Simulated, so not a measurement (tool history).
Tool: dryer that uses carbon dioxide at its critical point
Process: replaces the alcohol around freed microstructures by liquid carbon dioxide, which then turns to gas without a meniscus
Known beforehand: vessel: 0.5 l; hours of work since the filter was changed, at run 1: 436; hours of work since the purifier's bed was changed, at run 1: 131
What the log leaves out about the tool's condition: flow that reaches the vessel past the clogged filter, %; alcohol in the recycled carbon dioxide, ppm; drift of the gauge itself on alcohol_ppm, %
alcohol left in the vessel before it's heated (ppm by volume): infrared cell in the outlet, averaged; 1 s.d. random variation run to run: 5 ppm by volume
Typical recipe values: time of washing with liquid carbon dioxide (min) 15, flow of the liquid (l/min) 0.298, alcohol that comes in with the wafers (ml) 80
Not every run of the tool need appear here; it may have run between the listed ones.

| run | day | time of washing with liquid carbon dioxide (min) | flow of the liquid (l/min) | alcohol that comes in with the wafers (ml) | hours of work since the filter was changed | hours of work since the purifier's bed was changed | alcohol left in the vessel before it's heated (ppm by volume) |
|---|---|---|---|---|---|---|---|
| 1 | 0.000 | 15 | 0.298 | 80 | 436 | 131 | 104 |
| 2 | 1.462 | 15 | 0.298 | 80 | 459 | 154 | 122 |
| 3 | 2.633 | 15 | 0.298 | 80 | 478 | 173 | 130 |
|  | 2.767 | inlet filter changed |
| 4 | 3.825 | 15 | 0.298 | 80 | 17 | 192 | 89 |
| 5 | 4.867 | 12 | 0.298 | 80 | 34 | 209 | 211 |
| 6 | 6.512 | 12 | 0.298 | 80 | 61 | 235 | 227 |
| 7 | 7.946 | 12 | 0.298 | 80 | 84 | 258 | 237 |
| 8 | 9.017 | 24 | 0.428 | 80 | 101 | 276 | 88 |
| 9 | 10.617 | 24 | 0.428 | 80 | 127 | 301 | 86 |
| 10 | 11.854 | 24 | 0.428 | 80 | 147 | 321 | 93 |

Branching from run 10: 4 alternative next runs. What would each branch give?
| A | 12.667 | 19 | 0.218 | 83 | 160 | 335 | ? |
| B | 12.667 | 14 | 0.441 | 80 | 160 | 335 | ? |
| C | 12.667 | 15 | 0.473 | 20 | 160 | 335 | ? |
| D | 12.667 | 24 | 0.425 | 55 | 160 | 335 | ? |

| run | alcohol left in the vessel before it's heated (ppm by volume) |
|---|---|
| A | 157 |
| B | 106 |
| C | 103 |
| D | 102 |
Had the tool no hidden state, the same runs would have come out as:
| run | alcohol left in the vessel before it's heated (ppm by volume) |
|---|---|
| A | 43 |
| B | 9 |
| C | 5 |
| D | 4 |

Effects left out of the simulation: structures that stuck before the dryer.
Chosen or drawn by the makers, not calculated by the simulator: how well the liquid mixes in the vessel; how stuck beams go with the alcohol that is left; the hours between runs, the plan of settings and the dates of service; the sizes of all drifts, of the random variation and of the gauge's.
